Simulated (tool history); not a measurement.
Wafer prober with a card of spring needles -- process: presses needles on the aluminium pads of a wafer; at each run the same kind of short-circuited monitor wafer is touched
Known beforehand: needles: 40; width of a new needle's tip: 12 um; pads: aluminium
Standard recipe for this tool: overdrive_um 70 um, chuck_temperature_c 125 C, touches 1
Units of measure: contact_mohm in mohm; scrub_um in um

run 1 hour=0 | overdrive_um=70 chuck_temperature_c=125 touches=1 | contact_mohm=172 scrub_um=13.77
run 2 hour=52.2 | overdrive_um=70 chuck_temperature_c=125 touches=1 | contact_mohm=174 scrub_um=13.61
run 3 hour=91.8 | overdrive_um=70 chuck_temperature_c=125 touches=1 | contact_mohm=172 scrub_um=13.56
run 4 hour=162.2 | overdrive_um=84 chuck_temperature_c=125 touches=1 | contact_mohm=172 scrub_um=16.15
run 5 hour=217.7 | overdrive_um=84 chuck_temperature_c=125 touches=1 | contact_mohm=166 scrub_um=17.1
run 6 hour=307.4 | overdrive_um=84 chuck_temperature_c=125 touches=1 | contact_mohm=169 scrub_um=16.94
run 7 hour=399.5 | overdrive_um=84 chuck_temperature_c=125 touches=1 | contact_mohm=167 scrub_um=16.82
run 8 hour=494.3 | overdrive_um=84 chuck_temperature_c=125 touches=1 | contact_mohm=169 scrub_um=16.66
run 9 hour=547.3 | overdrive_um=84 chuck_temperature_c=125 touches=1 | contact_mohm=167 scrub_um=16.44
run 10 hour=643.2 | overdrive_um=70 chuck_temperature_c=125 touches=1 | contact_mohm=167 scrub_um=13.47
run 11 hour=728.7 | overdrive_um=70 chuck_temperature_c=125 touches=1 | contact_mohm=174 scrub_um=14.23
run 12 hour=786.1 | overdrive_um=70 chuck_temperature_c=115 touches=1 | contact_mohm=171 scrub_um=14.11
run 13 hour=882.3 | overdrive_um=70 chuck_temperature_c=33 touches=3 | contact_mohm=154 scrub_um=13.83
run 14 hour=935.3 | overdrive_um=70 chuck_temperature_c=33 touches=3 | contact_mohm=153 scrub_um=13.77
run 15 hour=1003.7 | overdrive_um=73 chuck_temperature_c=107 touches=3 | contact_mohm=162 scrub_um=14.31
run 16 hour=1055.2 | overdrive_um=83 chuck_temperature_c=125 touches=1 | contact_mohm=164 scrub_um=16.23
run 17 hour=1136.2 | overdrive_um=68 chuck_temperature_c=125 touches=1 | contact_mohm=171 scrub_um=13.01
run 18 hour=1194 | overdrive_um=66 chuck_temperature_c=70 touches=2 | contact_mohm=159 scrub_um=13.34
run 19 hour=1286.6 | overdrive_um=69 chuck_temperature_c=80 touches=1 | contact_mohm=167 scrub_um=13.84
run 20 hour=1333.2 | overdrive_um=69 chuck_temperature_c=80 touches=1 | contact_mohm=160 scrub_um=13.7
run 21 hour=1385.7 | overdrive_um=54 chuck_temperature_c=31 touches=1 | contact_mohm=160 scrub_um=10.67

Not shown here: 141 entries made in the log between runs. Locate each between two listed runs and compare the hidden state at the listed run before it with the hidden state at the listed run after it:
Logged between run 1 and run 2: tips cleaned on abrasive film (hour 2.2); tips cleaned on abrasive film (hour 13); tips cleaned on abrasive film (hour 23.8); tips cleaned on abrasive film (hour 34.5); tips cleaned on abrasive film (hour 45.3)
  debris on the tips, nm: 55 -> 56.7; way that the needles fall short of the set height, um: 2.45 -> 3.32; tips' diameter, um: 12.86 -> 13.11
  measured result minus the result with no hidden state, contact_mohm: +7 -> +8 mohm; scrub_um: -0.5 -> -0.68 um
Logged between run 2 and run 3: tips cleaned on abrasive film (hour 54.5); tips cleaned on abrasive film (hour 65.2); tips cleaned on abrasive film (hour 76); tips cleaned on abrasive film (hour 86.8)
  debris on the tips, nm: 56.7 -> 42.7; way that the needles fall short of the set height, um: 3.32 -> 3.73; tips' diameter, um: 13.11 -> 13.25
  measured result minus the result with no hidden state, contact_mohm: +8 -> +6 mohm; scrub_um: -0.68 -> -0.76 um
Logged between run 3 and run 4: tips cleaned on abrasive film (hour 96.2); tips cleaned on abrasive film (hour 104.8); tips cleaned on abrasive film (hour 115.6); tips cleaned on abrasive film (hour 126.4); tips cleaned on abrasive film (hour 135); tips cleaned on abrasive film (hour 145.8); tips cleaned on abrasive film (hour 154.4)
  debris on the tips, nm: 42.7 -> 53.9; way that the needles fall short of the set height, um: 3.73 -> 4.41; tips' diameter, um: 13.25 -> 13.49
  measured result minus the result with no hidden state, contact_mohm: +6 -> +6 mohm; scrub_um: -0.76 -> -0.9 um
Logged between run 4 and run 5: tips cleaned on abrasive film (hour 164.4); tips cleaned on abrasive film (hour 175.2); tips cleaned on abrasive film (hour 186); tips cleaned on abrasive film (hour 196.7); tips cleaned on abrasive film (hour 207.5); height of the first contact set anew (hour 212.1); tips cleaned on abrasive film (hour 217.7)
  debris on the tips, nm: 53.9 -> 5.4; way that the needles fall short of the set height, um: 4.41 -> 0.12; tips' diameter, um: 13.49 -> 13.69
  measured result minus the result with no hidden state, contact_mohm: +6 -> +0 mohm; scrub_um: -0.9 -> -0.03 um
Logged between run 5 and run 6: tips cleaned on abrasive film (hour 228.5); tips cleaned on abrasive film (hour 239.2); tips cleaned on abrasive film (hour 247.9); tips cleaned on abrasive film (hour 258.6); tips cleaned on abrasive film (hour 269.4); tips cleaned on abrasive film (hour 280.2); tips cleaned on abrasive film (hour 288.8); tips cleaned on abrasive film (hour 299.6)
  debris on the tips, nm: 5.4 -> 49.6; way that the needles fall short of the set height, um: 0.12 -> 0.93; tips' diameter, um: 13.69 -> 13.97
  measured result minus the result with no hidden state, contact_mohm: +0 -> +5 mohm; scrub_um: -0.03 -> -0.19 um
Logged between run 6 and run 7: tips cleaned on abrasive film (hour 309.6); tips cleaned on abrasive film (hour 320.4); tips cleaned on abrasive film (hour 331.2); tips cleaned on abrasive film (hour 341.9); tips cleaned on abrasive film (hour 350.6); tips cleaned on abrasive film, once more (hour 354.9); tips cleaned on abrasive film (hour 365.7); tips cleaned on abrasive film (hour 376.5); tips cleaned on abrasive film (hour 387.2); tips cleaned on abrasive film (hour 395.9)
  debris on the tips, nm: 49.6 -> 31.1; way that the needles fall short of the set height, um: 0.93 -> 1.86; tips' diameter, um: 13.97 -> 14.3
  measured result minus the result with no hidden state, contact_mohm: +5 -> +2 mohm; scrub_um: -0.19 -> -0.38 um
Logged between run 7 and run 8: tips cleaned on abrasive film (hour 406); tips cleaned on abrasive film (hour 416.8); tips cleaned on abrasive film (hour 425.4); tips cleaned on abrasive film (hour 436.2); tips cleaned on abrasive film (hour 447); tips cleaned on abrasive film (hour 457.7); tips cleaned on abrasive film (hour 468.5); tips cleaned on abrasive film (hour 479.3); tips cleaned on abrasive film (hour 490)
  debris on the tips, nm: 31.1 -> 39.6; way that the needles fall short of the set height, um: 1.86 -> 2.69; tips' diameter, um: 14.3 -> 14.59
  measured result minus the result with no hidden state, contact_mohm: +2 -> +4 mohm; scrub_um: -0.38 -> -0.55 um
Logged between run 8 and run 9: tips cleaned on abrasive film (hour 500.8); tips cleaned on abrasive film (hour 511.5); tips cleaned on abrasive film (hour 522.3); tips cleaned on abrasive film (hour 533.1); tips cleaned on abrasive film (hour 543.8)
  debris on the tips, nm: 39.6 -> 30.5; way that the needles fall short of the set height, um: 2.69 -> 3.14; tips' diameter, um: 14.59 -> 14.75
  measured result minus the result with no hidden state, contact_mohm: +4 -> +3 mohm; scrub_um: -0.55 -> -0.64 um
Logged between run 9 and run 10: tips cleaned on abrasive film (hour 553.8); tips cleaned on abrasive film (hour 564.6); tips cleaned on abrasive film (hour 575.3); tips cleaned on abrasive film (hour 584); tips cleaned on abrasive film (hour 594.8); tips cleaned on abrasive film (hour 603.4); tips cleaned on abrasive film (hour 614.2); tips cleaned on abrasive film (hour 624.9); tips cleaned on abrasive film (hour 633.6); tips cleaned on abrasive film (hour 643.2)
  debris on the tips, nm: 30.5 -> 7.4; way that the needles fall short of the set height, um: 3.14 -> 4.09; tips' diameter, um: 14.75 -> 15.08
  measured result minus the result with no hidden state, contact_mohm: +3 -> +2 mohm; scrub_um: -0.64 -> -0.84 um
Logged between run 10 and run 11: tips cleaned on abrasive film (hour 654); tips cleaned on abrasive film (hour 662.6); tips cleaned on abrasive film (hour 673.4); tips cleaned on abrasive film (hour 682); tips cleaned on abrasive film (hour 692.8); height of the first contact set anew (hour 699.5); tips cleaned on abrasive film (hour 701.7); tips cleaned on abrasive film (hour 712.5); tips cleaned on abrasive film (hour 721.1)
  debris on the tips, nm: 7.4 -> 55.7; way that the needles fall short of the set height, um: 4.09 -> 0.3; tips' diameter, um: 15.08 -> 15.35
  measured result minus the result with no hidden state, contact_mohm: +2 -> +8 mohm; scrub_um: -0.84 -> -0.06 um
Logged between run 11 and run 12: tips cleaned on abrasive film (hour 730.9); tips cleaned on abrasive film (hour 739.6); tips cleaned on abrasive film (hour 750.3); tips cleaned on abrasive film (hour 761.1); tips cleaned on abrasive film (hour 771.9); tips cleaned on abrasive film (hour 780.5)
  debris on the tips, nm: 55.7 -> 43.6; way that the needles fall short of the set height, um: 0.3 -> 0.93; tips' diameter, um: 15.35 -> 15.57
  measured result minus the result with no hidden state, contact_mohm: +8 -> +7 mohm; scrub_um: -0.06 -> -0.19 um
Logged between run 12 and run 13: tips cleaned on abrasive film (hour 790.4); tips cleaned on abrasive film (hour 801.2); tips cleaned on abrasive film (hour 812); tips cleaned on abrasive film (hour 820.6); tips cleaned on abrasive film (hour 831.4); tips cleaned on abrasive film (hour 842.1); tips cleaned on abrasive film (hour 850.8); tips cleaned on abrasive film (hour 861.5); tips cleaned on abrasive film (hour 872.3); tips cleaned on abrasive film (hour 880.9)
  debris on the tips, nm: 43.6 -> 18.4; way that the needles fall short of the set height, um: 0.93 -> 1.84; tips' diameter, um: 15.57 -> 15.89
  measured result minus the result with no hidden state, contact_mohm: +7 -> +2 mohm; scrub_um: -0.19 -> -0.37 um
Logged between run 13 and run 14: tips cleaned on abrasive film (hour 890.9); tips cleaned on abrasive film (hour 901.7); tips cleaned on abrasive film (hour 912.5); tips cleaned on abrasive film (hour 923.2); tips cleaned on abrasive film (hour 931.9)
  debris on the tips, nm: 18.4 -> 32.8; way that the needles fall short of the set height, um: 1.84 -> 2.33; tips' diameter, um: 15.89 -> 16.06
  measured result minus the result with no hidden state, contact_mohm: +2 -> +3 mohm; scrub_um: -0.37 -> -0.48 um
Logged between run 14 and run 15: tips cleaned on abrasive film (hour 941.8); tips cleaned on abrasive film (hour 952.6); tips cleaned on abrasive film (hour 963.3); tips cleaned on abrasive film (hour 974.1); tips cleaned on abrasive film (hour 984.9); tips cleaned on abrasive film (hour 993.5); tips cleaned on abrasive film (hour 1003.7)
  debris on the tips, nm: 32.8 -> 2.6; way that the needles fall short of the set height, um: 2.33 -> 3; tips' diameter, um: 16.06 -> 16.3
  measured result minus the result with no hidden state, contact_mohm: +3 -> +0 mohm; scrub_um: -0.48 -> -0.61 um
Logged between run 15 and run 16: tips cleaned on abrasive film (hour 1014.5); tips cleaned on abrasive film (hour 1025.3); tips cleaned on abrasive film (hour 1033.9); tips cleaned on abrasive film (hour 1044.7); tips cleaned on abrasive film (hour 1055.2)
  debris on the tips, nm: 2.6 -> 3; way that the needles fall short of the set height, um: 3 -> 3.47; tips' diameter, um: 16.3 -> 16.46
  measured result minus the result with no hidden state, contact_mohm: +0 -> +0 mohm; scrub_um: -0.61 -> -0.71 um
Logged between run 16 and run 17: tips cleaned on abrasive film (hour 1063.8); tips cleaned on abrasive film (hour 1072.4); tips cleaned on abrasive film (hour 1083.2); tips cleaned on abrasive film (hour 1094); tips cleaned on abrasive film (hour 1102.6); tips cleaned on abrasive film (hour 1113.4); tips cleaned on abrasive film (hour 1122); tips cleaned on abrasive film (hour 1132.8)
  debris on the tips, nm: 3 -> 26.2; way that the needles fall short of the set height, um: 3.47 -> 4.27; tips' diameter, um: 16.46 -> 16.74
  measured result minus the result with no hidden state, contact_mohm: +0 -> +6 mohm; scrub_um: -0.71 -> -0.87 um
Logged between run 17 and run 18: tips cleaned on abrasive film (hour 1142.7); tips cleaned on abrasive film (hour 1153.4); tips cleaned on abrasive film (hour 1164.2); tips cleaned on abrasive film (hour 1172.8); tips cleaned on abrasive film (hour 1183.6); height of the first contact set anew (hour 1188.2); tips cleaned on abrasive film (hour 1192.5)
  debris on the tips, nm: 26.2 -> 17.7; way that the needles fall short of the set height, um: 4.27 -> 0.11; tips' diameter, um: 16.74 -> 16.92
  measured result minus the result with no hidden state, contact_mohm: +6 -> +3 mohm; scrub_um: -0.87 -> -0.03 um
Logged between run 18 and run 19: tips cleaned on abrasive film (hour 1202.6); tips cleaned on abrasive film (hour 1211.3); tips cleaned on abrasive film (hour 1222); tips cleaned on abrasive film (hour 1232.8); tips cleaned on abrasive film (hour 1243.6); tips cleaned on abrasive film (hour 1252.2); tips cleaned on abrasive film (hour 1263); tips cleaned on abrasive film (hour 1271.6); tips cleaned on abrasive film (hour 1282.4)
  debris on the tips, nm: 17.7 -> 33.8; way that the needles fall short of the set height, um: 0.11 -> 1.01; tips' diameter, um: 16.92 -> 17.23
  measured result minus the result with no hidden state, contact_mohm: +3 -> +8 mohm; scrub_um: -0.03 -> -0.21 um
Logged between run 19 and run 20: tips cleaned on abrasive film (hour 1293.1); tips cleaned on abrasive film (hour 1303.9); tips cleaned on abrasive film (hour 1312.5); tips cleaned on abrasive film (hour 1323.3); tips cleaned on abrasive film (hour 1331.9)
  debris on the tips, nm: 33.8 -> 13.7; way that the needles fall short of the set height, um: 1.01 -> 1.45; tips' diameter, um: 17.23 -> 17.38
  measured result minus the result with no hidden state, contact_mohm: +8 -> +4 mohm; scrub_um: -0.21 -> -0.3 um
Logged between run 20 and run 21: tips cleaned on abrasive film (hour 1341.9); tips cleaned on abrasive film (hour 1352.6); tips cleaned on abrasive film (hour 1361.3); tips cleaned on abrasive film (hour 1372); tips cleaned on abrasive film (hour 1382.8)
  debris on the tips, nm: 13.7 -> 26.3; way that the needles fall short of the set height, um: 1.45 -> 1.87; tips' diameter, um: 17.38 -> 17.53
  measured result minus the result with no hidden state, contact_mohm: +4 -> +10 mohm; scrub_um: -0.3 -> -0.38 um
